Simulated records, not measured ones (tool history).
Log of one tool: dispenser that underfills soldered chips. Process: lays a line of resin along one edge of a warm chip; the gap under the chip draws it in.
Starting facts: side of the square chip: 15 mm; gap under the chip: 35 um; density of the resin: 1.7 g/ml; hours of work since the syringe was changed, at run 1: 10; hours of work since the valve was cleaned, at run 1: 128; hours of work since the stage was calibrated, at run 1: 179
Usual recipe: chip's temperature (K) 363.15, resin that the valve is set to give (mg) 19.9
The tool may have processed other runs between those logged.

run,hour,chip's temperature (K),resin that the valve is set to give (mg),hours of work since the syringe was changed,hours of work since the valve was cleaned,hours of work since the stage was calibrated,time until the resin shows at the far edge (s),resin that the valve gave (mg)
1,0,363.15,19.9,10,128,179,796.6,18.82
# hour 2.6: new syringe of resin
2,11.2,363.15,19.9,7,136,187,646.2,18.87
# hour 17.6: new syringe of resin
3,17.6,374.15,19.9,0,141,192,298.4,18.73
# hour 22.9: dispensing valve cleaned and set on the balance
4,25.6,374.15,19.9,5,2,198,433.3,19.82
5,32.8,374.15,19.9,11,8,203,652.9,19.73
# hour 33.6: new syringe of resin
6,37.7,374.15,19.9,3,11,207,368.6,19.85
# hour 48.5: new syringe of resin
7,48.5,363.15,20.8,0,19,215,400.5,20.72
8,58.4,365.15,19.7,8,27,223,656.7,19.28
# hour 63.8: new syringe of resin
9,65.7,362.15,25.8,1,33,228,452.5,25.38
10,71.1,364.15,19,6,37,232,590.7,18.84
11,76.5,359.15,18.8,10,41,237,917.9,18.5
# hour 79: new syringe of resin
12,84.7,355.15,22.2,4,47,243,702.4,21.74
13,91.7,358.15,19.9,10,53,248,915.9,19.36
# hour 93.8: new syringe of resin
14,102.8,351.15,24.8,7,61,257,924.4,24.16

4 options for the next run, each taken on its own from the tool as it stands now. Forecast them:
# hour 108.6: new syringe of resin
A,111.1,376.15,23.4,2,67,263,?,?
# hour 108.6: new syringe of resin
B,111.1,351.15,25.3,2,67,263,?,?
# hour 108.6: new syringe of resin
C,111.1,362.15,22.2,2,67,263,?,?
# hour 108.6: new syringe of resin
D,111.1,364.15,24.9,2,67,263,?,?

run,time until the resin shows at the far edge (s),resin that the valve gave (mg)
A,324.1,22.91
B,655.5,24.68
C,482.8,21.63
D,443.2,24.22
Without the tool's hidden state the same runs would have given:
run,time until the resin shows at the far edge (s),resin that the valve gave (mg)
A,269.9,23.55
B,543.1,25.37
C,400.5,22.24
D,368.3,24.9
